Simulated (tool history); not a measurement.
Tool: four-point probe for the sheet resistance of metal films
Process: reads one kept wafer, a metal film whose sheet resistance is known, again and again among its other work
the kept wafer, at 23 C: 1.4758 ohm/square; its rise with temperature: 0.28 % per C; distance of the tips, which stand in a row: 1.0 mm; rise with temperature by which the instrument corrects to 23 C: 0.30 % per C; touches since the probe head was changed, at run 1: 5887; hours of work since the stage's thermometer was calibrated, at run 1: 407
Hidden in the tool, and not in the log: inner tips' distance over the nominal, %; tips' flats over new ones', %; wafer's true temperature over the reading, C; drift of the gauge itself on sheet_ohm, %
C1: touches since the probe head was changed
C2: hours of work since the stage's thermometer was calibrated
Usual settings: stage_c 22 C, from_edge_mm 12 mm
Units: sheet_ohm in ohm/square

run 1 day=0.000 | stage_c=22 from_edge_mm=12 | C1=5887 C2=407 | sheet_ohm=1.488792
run 2 day=1.129 | stage_c=22 from_edge_mm=22 | C1=6262 C2=420 | sheet_ohm=1.485104
run 3 day=1.954 | stage_c=20 from_edge_mm=22 | C1=6535 C2=429 | sheet_ohm=1.485762
run 4 day=2.617 | stage_c=22 from_edge_mm=12 | C1=6756 C2=437 | sheet_ohm=1.488676
run 5 day=3.129 | stage_c=31 from_edge_mm=12 | C1=6925 C2=443 | sheet_ohm=1.486728
run 6 day=4.262 | stage_c=31 from_edge_mm=12 | C1=7302 C2=456 | sheet_ohm=1.486391
run 7 day=5.388 | stage_c=31 from_edge_mm=12 | C1=7675 C2=468 | sheet_ohm=1.486994
-- day=5.488 stage's thermometer calibrated
run 8 day=6.292 | stage_c=31 from_edge_mm=52 | C1=7968 C2=9 | sheet_ohm=1.481009
-- day=7.212 stage's thermometer calibrated, once more
run 9 day=7.321 | stage_c=31 from_edge_mm=52 | C1=8303 C2=1 | sheet_ohm=1.481894
run 10 day=8.054 | stage_c=29 from_edge_mm=12 | C1=8547 C2=10 | sheet_ohm=1.487098
run 11 day=8.683 | stage_c=23 from_edge_mm=20 | C1=8756 C2=17 | sheet_ohm=1.484721
run 12 day=9.712 | stage_c=19 from_edge_mm=5 | C1=9097 C2=29 | sheet_ohm=1.515186
run 13 day=10.238 | stage_c=29 from_edge_mm=4 | C1=9271 C2=35 | sheet_ohm=1.529522
run 14 day=10.933 | stage_c=27 from_edge_mm=23 | C1=9502 C2=43 | sheet_ohm=1.483301
run 15 day=11.825 | stage_c=27 from_edge_mm=23 | C1=9798 C2=53 | sheet_ohm=1.483116
run 16 day=13.033 | stage_c=27 from_edge_mm=23 | C1=10199 C2=66 | sheet_ohm=1.482782
run 17 day=14.079 | stage_c=21 from_edge_mm=19 | C1=10547 C2=78 | sheet_ohm=1.484966
run 18 day=14.975 | stage_c=21 from_edge_mm=19 | C1=10844 C2=89 | sheet_ohm=1.485150
run 19 day=15.538 | stage_c=28 from_edge_mm=18 | C1=11030 C2=95 | sheet_ohm=1.484404

Forecast each of these 4 alternatives for the next run:
run A day=16.517 | stage_c=21 from_edge_mm=18 | C1=11355 C2=106 | sheet_ohm=?
run B day=16.517 | stage_c=22 from_edge_mm=4 | C1=11355 C2=106 | sheet_ohm=?
run C day=16.517 | stage_c=24 from_edge_mm=18 | C1=11355 C2=106 | sheet_ohm=?
run D day=16.517 | stage_c=29 from_edge_mm=18 | C1=11355 C2=106 | sheet_ohm=?

run=A sheet_ohm=1.485583
run=B sheet_ohm=1.531037
run=C sheet_ohm=1.484401
run=D sheet_ohm=1.483332
Without the tool's hidden state the same runs would have given:
run=A sheet_ohm=1.478988
run=B sheet_ohm=1.524257
run=C sheet_ohm=1.477813
run=D sheet_ohm=1.476752
